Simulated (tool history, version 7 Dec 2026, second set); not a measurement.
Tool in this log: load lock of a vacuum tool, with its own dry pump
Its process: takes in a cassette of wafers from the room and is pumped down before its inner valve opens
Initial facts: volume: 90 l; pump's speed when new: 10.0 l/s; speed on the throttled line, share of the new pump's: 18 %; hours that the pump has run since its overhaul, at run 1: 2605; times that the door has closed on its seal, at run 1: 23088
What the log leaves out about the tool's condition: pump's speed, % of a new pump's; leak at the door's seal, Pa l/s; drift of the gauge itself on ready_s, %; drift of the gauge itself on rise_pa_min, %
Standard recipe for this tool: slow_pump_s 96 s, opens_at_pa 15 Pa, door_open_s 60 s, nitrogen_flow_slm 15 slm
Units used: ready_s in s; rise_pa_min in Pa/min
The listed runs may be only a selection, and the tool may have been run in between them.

run,hour,slow_pump_s,opens_at_pa,door_open_s,nitrogen_flow_slm,hours that the pump has run since its overhaul,times that the door has closed on its seal,"incoming humidity of the room's air, %",ready_s,rise_pa_min
1,0,96,15,60,15,2605,23088,45.9,158.9,0.08
2,455.2,96,15,60,15,3060,24677,44.1,161.1,0.09
3,1094.8,96,15,60,15,3700,26908,46.8,161.8,0.097
4,1613.6,96,15,60,15,4218,28718,43.6,163.6,0.1
5,1898.4,96,15,60,15,4503,29712,44.6,162.9,0.101
6,2574.6,96,15,60,15,5179,32071,44.3,162.6,0.115
7,3182.9,96,15,60,15,5788,34193,45.8,162.7,0.123
8,3551.6,85,15,60,15,6156,35479,45,156.7,0.127
9,4021.8,96,15,107,15,6627,37120,43.1,165.3,0.145
10,4644.9,96,15,107,15,7250,39294,42.8,166.6,0.159
11,4943.1,68,15,60,15,7548,40334,46.2,143.4,0.149
12,5248.9,68,15,60,15,7854,41401,48.4,143.9,0.162
13,5690.6,68,15,60,15,8295,42942,46.5,145.5,0.178
14,6321.5,68,15,60,15,8926,45143,47.2,147.1,0.183
# hour 6534.5: dry pump taken out, an overhauled one fitted
15,6633.6,96,15,60,15,99,46211,45.6,160.5,0.181
# hour 6961: door's seal changed, seat wiped
16,7216.1,96,15,60,15,680,890,44.6,160.2,0.029
17,7805,96,15,60,15,1269,2945,48,160.3,0.029
18,8377.7,96,11,60,15,1842,4943,44.6,162.7,0.033
19,8940.7,96,14,60,19,2405,6907,45.5,162.5,0.034
20,9287.7,96,14,60,19,2752,8118,45.9,161.6,0.036
21,9608.5,96,14,60,19,3073,9237,43.4,163.8,0.037
22,9963.3,56,12,184,7,3427,10475,43.5,133.1,0.094
23,10442.1,97,13,184,7,3906,12145,42.8,166.5,0.096
24,10787.9,113,15,90,15,4252,13352,44.8,180,0.054
25,11346.5,113,15,26,15,4811,15301,48.2,178.6,0.043

Forecast run 26:
26,11839,113,30,68,5,5303,17019,45.6,?,?

{"run 26": {"ready_s": 171.8, "rise_pa_min": 0.073}}
Without the tool's hidden state the same run would have given ready_s 166.3 s, rise_pa_min 0.043 Pa/min.
